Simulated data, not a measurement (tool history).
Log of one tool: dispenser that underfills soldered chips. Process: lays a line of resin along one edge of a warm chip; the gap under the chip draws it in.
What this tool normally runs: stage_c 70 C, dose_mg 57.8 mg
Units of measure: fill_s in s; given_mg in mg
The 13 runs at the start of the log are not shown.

run	hour	stage_c	dose_mg	hours of work since the syringe was changed	hours of work since the valve was cleaned	hours of work since the stage was calibrated	fill_s	given_mg
14	58.0	73	57.8	4	29	88	52.5	56.41
# hour 60.2: new syringe of resin
15	60.8	73	57.8	0	30	90	41.5	56.51
16	64.3	73	57.8	3	33	92	46.7	56.42
17	67.8	57	57.8	5	35	94	121.4	56.56
# hour 68.7: new syringe of resin
18	73.7	69	57.8	3	38	98	61.4	56.36
19	76.4	69	57.8	5	40	99	67.4	55.81
# hour 77.5: new syringe of resin
20	82.4	63	63.4	3	44	103	80.7	61.30
# hour 86.2: new syringe of resin
21	86.8	63	63.4	0	46	106	70.9	61.31
22	91.3	78	62.2	3	49	108	38.7	59.49
# hour 94.7: new syringe of resin
23	95.3	80	68.9	0	51	111	30.1	66.61
24	99.4	76	63.0	3	54	113	42.7	60.08
25	102.6	76	63.0	5	56	115	48.3	60.49
# hour 103.4: new syringe of resin
26	108.6	65	49.3	3	59	119	77.9	47.31
# hour 112.2: new syringe of resin
27	112.3	66	55.2	0	61	121	59.1	52.60
28	116.3	66	55.2	3	64	123	67.6	52.52
29	119.4	64	52.3	5	66	125	86.2	50.09
# hour 120.9: new syringe of resin
30	122.3	64	52.3	1	67	127	66.5	49.66

Run 31, settings as shown, results not yet in. Your forecast:
31	127.5	70	70.0	4	71	130	?	?

{"run 31": {"fill_s": 60.7, "given_mg": 66.26}}
With no hidden state in the tool, this same run would have given fill_s 45.8 s, given_mg 69.87 mg.

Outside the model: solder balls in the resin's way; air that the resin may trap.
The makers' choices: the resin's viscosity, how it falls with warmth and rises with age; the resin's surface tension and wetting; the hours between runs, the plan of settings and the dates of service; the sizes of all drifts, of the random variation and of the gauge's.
